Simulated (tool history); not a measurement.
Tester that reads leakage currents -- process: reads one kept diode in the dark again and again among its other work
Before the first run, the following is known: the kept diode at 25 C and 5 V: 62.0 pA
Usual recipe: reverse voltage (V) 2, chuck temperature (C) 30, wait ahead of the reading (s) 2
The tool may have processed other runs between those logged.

| run | day | reverse voltage (V) | chuck temperature (C) | wait ahead of the reading (s) | current that the tester gives (pA) |
|---|---|---|---|---|---|
| 1 | 0 | 2 | 30 | 2 | 65.99 |
| 2 | 6.067 | 2 | 30 | 2 | 66.52 |
| 3 | 14.725 | 2 | 40 | 2 | 153.87 |
| 4 | 21.296 | 2 | 40 | 2 | 154.93 |
| 5 | 27.892 | 2 | 40 | 2 | 155.66 |
|  | 29.096 | chuck's temperature calibrated |
| 6 | 37.233 | 2 | 40 | 2 | 142.03 |
| 7 | 41.517 | 2 | 40 | 2 | 143.26 |
| 8 | 45.621 | 6.77 | 40 | 2 | 277.21 |
| 9 | 52.517 | 6.77 | 40 | 2 | 278.24 |
| 10 | 61.154 | 6.77 | 40 | 0.95 | 282.81 |
| 11 | 66.429 | 6.77 | 40 | 0.95 | 282.16 |
| 12 | 75.279 | 6.77 | 40 | 0.95 | 286.42 |
| 13 | 79.138 | 6.77 | 40 | 0.95 | 287.5 |
| 14 | 86.325 | 6.77 | 40 | 0.95 | 290.19 |
| 15 | 95.6 | 6.77 | 40 | 0.95 | 293.24 |
| 16 | 102.983 | 6.77 | 40 | 0.95 | 295.59 |
| 17 | 109.129 | 2 | 38 | 2 | 129.82 |
|  | 111.746 | chuck's temperature calibrated |
| 18 | 115.892 | 2 | 38 | 2 | 123.08 |
|  | 120.033 | probe card cleaned and baked |
| 19 | 120.158 | 2 | 38 | 2 | 120.06 |
| 20 | 127.654 | 2 | 38 | 6.06 | 121.4 |
| 21 | 132.075 | 2 | 40 | 2.43 | 142.94 |
| 22 | 141.354 | 18.54 | 30 | 6.69 | 202.17 |
| 23 | 147.612 | 6.93 | 34 | 1.46 | 172.51 |
| 24 | 151.908 | 6.93 | 34 | 1.46 | 172.88 |
| 25 | 157.108 | 1.14 | 30 | 0.58 | 47.41 |
| 26 | 165.854 | 1.84 | 30 | 2.73 | 61.13 |
| 27 | 172.438 | 2.07 | 42 | 0.35 | 179.63 |
| 28 | 181.654 | 19.57 | 42 | 0.35 | 614.14 |
| 29 | 190.354 | 19.57 | 42 | 0.35 | 621.5 |
|  | 194.788 | chuck's temperature calibrated |
|  | 199.525 | tester calibrated |
| 30 | 199.575 | 6.02 | 42 | 0.41 | 308.29 |
| 31 | 205.292 | 6.02 | 42 | 0.41 | 309.71 |
| 32 | 210.508 | 2.32 | 48 | 3 | 297.52 |
| 33 | 215.233 | 2 | 32 | 2.94 | 74.83 |
| 34 | 220.583 | 1.31 | 30 | 0.83 | 51 |
| 35 | 228.683 | 1.16 | 53 | 5.37 | 305.95 |
| 36 | 233.229 | 1.16 | 53 | 5.37 | 308.5 |
| 37 | 239.621 | 1.16 | 32 | 5.37 | 57.36 |
| 38 | 245.696 | 2.12 | 30 | 5.34 | 67.26 |

Forecast each of these 5 alternatives for the next run:
| A | 250.217 | 2.12 | 30 | 0.95 | ? |
| B | 250.217 | 5.8 | 30 | 3.85 | ? |
| C | 250.217 | 4.03 | 45 | 5.34 | ? |
| D | 250.217 | 5.74 | 50 | 0.49 | ? |
| E | 250.217 | 1.69 | 32 | 0.46 | ? |

| run | current that the tester gives (pA) |
|---|---|
| A | 68.5 |
| B | 117.64 |
| C | 327.2 |
| D | 586.71 |
| E | 71.86 |
Had the tool no hidden state, the same runs would have come out as:
| run | current that the tester gives (pA) |
|---|---|
| A | 62.93 |
| B | 106.29 |
| C | 307.03 |
| D | 552.94 |
| E | 66.54 |
